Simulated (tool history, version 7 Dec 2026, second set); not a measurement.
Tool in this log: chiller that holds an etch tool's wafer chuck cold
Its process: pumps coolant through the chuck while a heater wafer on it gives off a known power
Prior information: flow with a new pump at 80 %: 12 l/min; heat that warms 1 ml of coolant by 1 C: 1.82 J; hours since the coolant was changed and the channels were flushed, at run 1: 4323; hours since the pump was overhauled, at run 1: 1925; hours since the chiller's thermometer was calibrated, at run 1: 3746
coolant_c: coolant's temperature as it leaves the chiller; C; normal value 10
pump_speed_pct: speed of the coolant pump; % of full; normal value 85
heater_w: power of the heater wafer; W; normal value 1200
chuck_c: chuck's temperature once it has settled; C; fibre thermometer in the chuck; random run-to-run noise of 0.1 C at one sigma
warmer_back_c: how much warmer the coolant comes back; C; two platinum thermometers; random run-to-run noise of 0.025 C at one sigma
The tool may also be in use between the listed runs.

run,hour,coolant_c,pump_speed_pct,heater_w,hours since the coolant was changed and the channels were flushed,hours since the pump was overhauled,hours since the chiller's thermometer was calibrated,chuck_c,warmer_back_c
1,0,10,85,1200,4323,1925,3746,21.2,3.06
2,52.5,10,85,1200,4376,1978,3798,21.3,3.1
3,82.2,10,78,1200,4405,2008,3828,22.4,3.39
4,131,10,78,1200,4454,2056,3877,22.2,3.41
5,158.3,10,85,1178,4481,2084,3904,21.1,3.08
6,197.8,10,66,1200,4521,2123,3944,24.1,4.16
7,223.2,10,66,1200,4546,2149,3969,24,4.12
8,284.2,10,85,1200,4607,2210,4030,21.3,3.14
9,332.8,10,85,1200,4656,2258,4079,21.3,3.15
10,360.2,10,85,1200,4683,2286,4106,21.4,3.15
11,406.1,10,85,1200,4729,2332,4152,21.4,3.17
12,467.8,9,85,1200,4791,2393,4214,20.5,3.13
13,501.3,9,85,1200,4824,2427,4247,20.5,3.18
# hour 507: chiller's thermometer calibrated
14,551.2,10,61,1200,4873,2476,44,25.3,4.55
15,609.4,10,61,1200,4932,2534,102,25.3,4.48
16,671.1,10,61,1200,4993,2595,164,25.4,4.51
17,709.6,10,61,1200,5032,2634,203,25.2,4.54
18,771.3,14,75,881,5093,2696,264,23.8,2.61
19,809.7,1,65,702,5132,2734,303,10.1,2.47
20,851.1,1,65,702,5173,2775,344,10,2.45
# hour 867.6: chiller's thermometer calibrated, once more
21,897.3,9,70,841,5218,2821,30,18.1,2.73
22,939.3,9,70,841,5260,2863,72,18.1,2.68
23,997.7,9,70,841,5319,2921,130,18.2,2.7
24,1034.4,7,67,1660,5355,2958,167,25.4,5.69
25,1067.5,7,67,885,5389,2991,200,17,3.01
26,1116.6,12,84,774,5438,3040,249,19.1,2.05
27,1142.5,12,84,774,5464,3066,275,19.2,2.08
28,1172.8,6,84,774,5494,3096,305,13.2,2.09
29,1223.5,6,74,897,5545,3147,356,15.3,2.71
30,1261.8,16,69,733,5583,3185,394,24,2.43
31,1290.6,16,69,733,5612,3214,423,24.1,2.46

4 options for the next run, each taken on its own from the tool as it stands now. Forecast them:
A,1323,12,81,780,5644,3246,455,?,?
B,1323,1,85,1200,5644,3246,455,?,?
C,1323,18,61,868,5644,3246,455,?,?
D,1323,9,61,1302,5644,3246,455,?,?

run,chuck_c,warmer_back_c
A,19.4,2.15
B,12.2,3.14
C,28.7,3.27
D,24.7,4.91
What these runs would have given with no unlogged condition in the tool:
run,chuck_c,warmer_back_c
A,18.6,2.11
B,11.2,3.08
C,27.7,3.21
D,23.3,4.81

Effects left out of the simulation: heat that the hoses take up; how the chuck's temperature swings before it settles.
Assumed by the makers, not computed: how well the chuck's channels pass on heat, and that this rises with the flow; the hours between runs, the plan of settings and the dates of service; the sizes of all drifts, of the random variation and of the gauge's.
